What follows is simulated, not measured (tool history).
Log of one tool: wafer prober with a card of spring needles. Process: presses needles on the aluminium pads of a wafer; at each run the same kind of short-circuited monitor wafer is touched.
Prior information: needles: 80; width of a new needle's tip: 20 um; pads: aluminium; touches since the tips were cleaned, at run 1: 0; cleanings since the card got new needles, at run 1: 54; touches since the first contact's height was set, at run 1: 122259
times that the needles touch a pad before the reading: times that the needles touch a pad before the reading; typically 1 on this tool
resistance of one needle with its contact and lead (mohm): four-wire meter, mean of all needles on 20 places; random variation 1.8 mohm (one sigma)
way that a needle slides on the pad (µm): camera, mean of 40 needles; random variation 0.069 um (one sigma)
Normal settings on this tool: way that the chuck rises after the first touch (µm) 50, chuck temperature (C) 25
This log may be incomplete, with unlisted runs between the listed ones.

run   hour  way that the chuck rises after the first touch (µm)  chuck temperature (C)  times that the needles touch a pad before the reading  touches since the tips were cleaned  cleanings since the card got new needles  touches since the first contact's height was set  resistance of one needle with its contact and lead (mohm)  way that a needle slides on the pad (µm)
  1      0                                                   50                     25                                                      1                                    0                                        54                                            122259                                                        192                                     10.14
        24  -- tips cleaned on abrasive film
  2   39.6                                                   50                     25                                                      2                                 4630                                        55                                            133993                                                        264                                        10
      46.5  -- tips cleaned on abrasive film
      70.6  -- tips cleaned on abrasive film
  3     88                                                   50                     25                                                      2                                 5158                                        57                                            148301                                                        274                                      9.93
      92.6  -- tips cleaned on abrasive film
     116.6  -- tips cleaned on abrasive film
  4  132.7                                                   50                     25                                                      2                                 4772                                        59                                            161518                                                        266                                      9.98
     139.9  -- tips cleaned on abrasive film
  5  158.5                                                   50                     88                                                      1                                 5528                                        60                                            169164                                                        335                                      9.78
     163.3  -- tips cleaned on abrasive film
     184.6  -- tips cleaned on abrasive film
  6  194.3                                                   50                     25                                                      1                                 2890                                        62                                            179745                                                        279                                      9.79
     207.2  -- tips cleaned on abrasive film
  7  216.5                                                   50                     25                                                      1                                 2765                                        63                                            186311                                                        271                                      9.78
     231.2  -- tips cleaned on abrasive film
  8    240                                                   50                     38                                                      1                                 2627                                        64                                            193267                                                        283                                      9.84
     255.9  -- tips cleaned on abrasive film
  9  262.1                                                   50                     25                                                      1                                 1859                                        65                                            199801                                                        261                                      9.84
     277.7  -- tips cleaned on abrasive film
 10  298.7                                                   31                     25                                                      1                                 6246                                        66                                            210646                                                        638                                      5.89
     302.3  -- tips cleaned on abrasive film
     324.7  -- tips cleaned on abrasive film
 11  326.7                                                   31                     25                                                      1                                  597                                        68                                            218891                                                        275                                      5.84
       349  -- tips cleaned on abrasive film
 12  367.4                                                   31                     25                                                      1                                 5479                                        69                                            230962                                                        608                                      5.72
     370.6  -- tips cleaned on abrasive film
       393  -- tips cleaned on abrasive film
     397.4  -- height of the first contact set anew
     418.7  -- tips cleaned on abrasive film
 13  419.6                                                   31                     25                                                      1                                  260                                        72                                              6575                                                        255                                      6.37
     442.8  -- tips cleaned on abrasive film
 14  460.1                                                   31                     25                                                      1                                 5128                                        73                                             18557                                                        545                                      6.31
     466.4  -- tips cleaned on abrasive film
 15    486                                                   43                    117                                                      3                                 5831                                        74                                             26233                                                        270                                      8.71
     489.4  -- tips cleaned on abrasive film
     510.5  -- tips cleaned on abrasive film
     531.9  -- tips cleaned on abrasive film
 16  531.9                                                   66                     54                                                      2                                    0                                        77                                             39782                                                        192                                      13.5
     555.1  -- tips cleaned on abrasive film
 17  574.7                                                   48                     54                                                      2                                 5826                                        78                                             52467                                                        280                                      9.67
       579  -- tips cleaned on abrasive film
     602.5  -- tips cleaned on abrasive film
 18  618.5                                                   36                     69                                                      3                                 4765                                        80                                             65429                                                        288                                      7.22
     627.4  -- tips cleaned on abrasive film
     649.9  -- tips cleaned on abrasive film
 19  663.7                                                   50                     25                                                      1                                 4086                                        82                                             78780                                                        307                                     10.18
     673.6  -- tips cleaned on abrasive film
 20  686.8                                                   50                     25                                                      1                                 3930                                        83                                             85613                                                        306                                     10.09

How the hidden state differs across the entries between the runs, from the last listed run before each to the first after it:
After run 1, before run 2: tips cleaned on abrasive film (hour 24)
  debris on the tips, nm: 9.8 -> 110.7; way that the needles fall short of the set height, um: 1.4 -> 1.48; tips' diameter, um: 21.49 -> 21.52
  the result without the hidden state subtracted from the measured one, resistance of one needle with its contact and lead (mohm): +13 -> +81; way that a needle slides on the pad (µm): -0.29 -> -0.3
After run 2, before run 3: tips cleaned on abrasive film (hour 46.5); tips cleaned on abrasive film (hour 70.6)
  debris on the tips, nm: 110.7 -> 123.8; way that the needles fall short of the set height, um: 1.48 -> 1.62; tips' diameter, um: 21.52 -> 21.57
  the result without the hidden state subtracted from the measured one, resistance of one needle with its contact and lead (mohm): +81 -> +93; way that a needle slides on the pad (µm): -0.3 -> -0.33
After run 3, before run 4: tips cleaned on abrasive film (hour 92.6); tips cleaned on abrasive film (hour 116.6)
  debris on the tips, nm: 123.8 -> 108.8; way that the needles fall short of the set height, um: 1.62 -> 1.78; tips' diameter, um: 21.57 -> 21.62
  the result without the hidden state subtracted from the measured one, resistance of one needle with its contact and lead (mohm): +93 -> +83; way that a needle slides on the pad (µm): -0.33 -> -0.36
After run 4, before run 5: tips cleaned on abrasive film (hour 139.9)
  debris on the tips, nm: 108.8 -> 120.9; way that the needles fall short of the set height, um: 1.78 -> 1.87; tips' diameter, um: 21.62 -> 21.66
  the result without the hidden state subtracted from the measured one, resistance of one needle with its contact and lead (mohm): +83 -> +139; way that a needle slides on the pad (µm): -0.36 -> -0.38
After run 5, before run 6: tips cleaned on abrasive film (hour 163.3); tips cleaned on abrasive film (hour 184.6)
  debris on the tips, nm: 120.9 -> 77.1; way that the needles fall short of the set height, um: 1.87 -> 2.03; tips' diameter, um: 21.66 -> 21.71
  the result without the hidden state subtracted from the measured one, resistance of one needle with its contact and lead (mohm): +139 -> +99; way that a needle slides on the pad (µm): -0.38 -> -0.41
After run 6, before run 7: tips cleaned on abrasive film (hour 207.2)
  debris on the tips, nm: 77.1 -> 70.9; way that the needles fall short of the set height, um: 2.03 -> 2.09; tips' diameter, um: 21.71 -> 21.73
  the result without the hidden state subtracted from the measured one, resistance of one needle with its contact and lead (mohm): +99 -> +90; way that a needle slides on the pad (µm): -0.41 -> -0.42
After run 7, before run 8: tips cleaned on abrasive film (hour 231.2)
  debris on the tips, nm: 70.9 -> 78.7; way that the needles fall short of the set height, um: 2.09 -> 2.15; tips' diameter, um: 21.73 -> 21.75
  the result without the hidden state subtracted from the measured one, resistance of one needle with its contact and lead (mohm): +90 -> +99; way that a needle slides on the pad (µm): -0.42 -> -0.44
After run 8, before run 9: tips cleaned on abrasive film (hour 255.9)
  debris on the tips, nm: 78.7 -> 59.9; way that the needles fall short of the set height, um: 2.15 -> 2.21; tips' diameter, um: 21.75 -> 21.77
  the result without the hidden state subtracted from the measured one, resistance of one needle with its contact and lead (mohm): +99 -> +78; way that a needle slides on the pad (µm): -0.44 -> -0.45
After run 9, before run 10: tips cleaned on abrasive film (hour 277.7)
  debris on the tips, nm: 59.9 -> 133.8; way that the needles fall short of the set height, um: 2.21 -> 2.3; tips' diameter, um: 21.77 -> 21.8
  the result without the hidden state subtracted from the measured one, resistance of one needle with its contact and lead (mohm): +78 -> +448; way that a needle slides on the pad (µm): -0.45 -> -0.48
After run 10, before run 11: tips cleaned on abrasive film (hour 302.3); tips cleaned on abrasive film (hour 324.7)
  debris on the tips, nm: 133.8 -> 23.4; way that the needles fall short of the set height, um: 2.3 -> 2.42; tips' diameter, um: 21.8 -> 21.85
  the result without the hidden state subtracted from the measured one, resistance of one needle with its contact and lead (mohm): +448 -> +83; way that a needle slides on the pad (µm): -0.48 -> -0.5
After run 11, before run 12: tips cleaned on abrasive film (hour 349)
  debris on the tips, nm: 23.4 -> 120; way that the needles fall short of the set height, um: 2.42 -> 2.5; tips' diameter, um: 21.85 -> 21.87
  the result without the hidden state subtracted from the measured one, resistance of one needle with its contact and lead (mohm): +83 -> +416; way that a needle slides on the pad (µm): -0.5 -> -0.52
After run 12, before run 13: tips cleaned on abrasive film (hour 370.6); tips cleaned on abrasive film (hour 393); height of the first contact set anew (hour 397.4); tips cleaned on abrasive film (hour 418.7)
  debris on the tips, nm: 120 -> 20.4; way that the needles fall short of the set height, um: 2.5 -> 0.09; tips' diameter, um: 21.87 -> 21.96
  the result without the hidden state subtracted from the measured one, resistance of one needle with its contact and lead (mohm): +416 -> +62; way that a needle slides on the pad (µm): -0.52 -> -0.01
After run 13, before run 14: tips cleaned on abrasive film (hour 442.8)
  debris on the tips, nm: 20.4 -> 117.6; way that the needles fall short of the set height, um: 0.09 -> 0.14; tips' diameter, um: 21.96 -> 21.98
  the result without the hidden state subtracted from the measured one, resistance of one needle with its contact and lead (mohm): +62 -> +353; way that a needle slides on the pad (µm): -0.01 -> -0.03
After run 14, before run 15: tips cleaned on abrasive film (hour 466.4)
  debris on the tips, nm: 117.6 -> 125.1; way that the needles fall short of the set height, um: 0.14 -> 0.2; tips' diameter, um: 21.98 -> 22
  the result without the hidden state subtracted from the measured one, resistance of one needle with its contact and lead (mohm): +353 -> +64; way that a needle slides on the pad (µm): -0.03 -> -0.04
After run 15, before run 16: tips cleaned on abrasive film (hour 489.4); tips cleaned on abrasive film (hour 510.5); tips cleaned on abrasive film (hour 531.9)
  debris on the tips, nm: 125.1 -> 14.3; way that the needles fall short of the set height, um: 0.2 -> 0.41; tips' diameter, um: 22 -> 22.07
  the result without the hidden state subtracted from the measured one, resistance of one needle with its contact and lead (mohm): +64 -> +7; way that a needle slides on the pad (µm): -0.04 -> -0.09
After run 16, before run 17: tips cleaned on abrasive film (hour 555.1)
  debris on the tips, nm: 14.3 -> 113.9; way that the needles fall short of the set height, um: 0.41 -> 0.47; tips' diameter, um: 22.07 -> 22.09
  the result without the hidden state subtracted from the measured one, resistance of one needle with its contact and lead (mohm): +7 -> +88; way that a needle slides on the pad (µm): -0.09 -> -0.1
After run 17, before run 18: tips cleaned on abrasive film (hour 579); tips cleaned on abrasive film (hour 602.5)
  debris on the tips, nm: 113.9 -> 112.5; way that the needles fall short of the set height, um: 0.47 -> 0.62; tips' diameter, um: 22.09 -> 22.14
  the result without the hidden state subtracted from the measured one, resistance of one needle with its contact and lead (mohm): +88 -> +90; way that a needle slides on the pad (µm): -0.1 -> -0.13
After run 18, before run 19: tips cleaned on abrasive film (hour 627.4); tips cleaned on abrasive film (hour 649.9)
  debris on the tips, nm: 112.5 -> 99; way that the needles fall short of the set height, um: 0.62 -> 0.76; tips' diameter, um: 22.14 -> 22.19
  the result without the hidden state subtracted from the measured one, resistance of one needle with its contact and lead (mohm): +90 -> +124; way that a needle slides on the pad (µm): -0.13 -> -0.16
After run 19, before run 20: tips cleaned on abrasive film (hour 673.6)
  debris on the tips, nm: 99 -> 99.4; way that the needles fall short of the set height, um: 0.76 -> 0.84; tips' diameter, um: 22.19 -> 22.22
  the result without the hidden state subtracted from the measured one, resistance of one needle with its contact and lead (mohm): +124 -> +125; way that a needle slides on the pad (µm): -0.16 -> -0.17
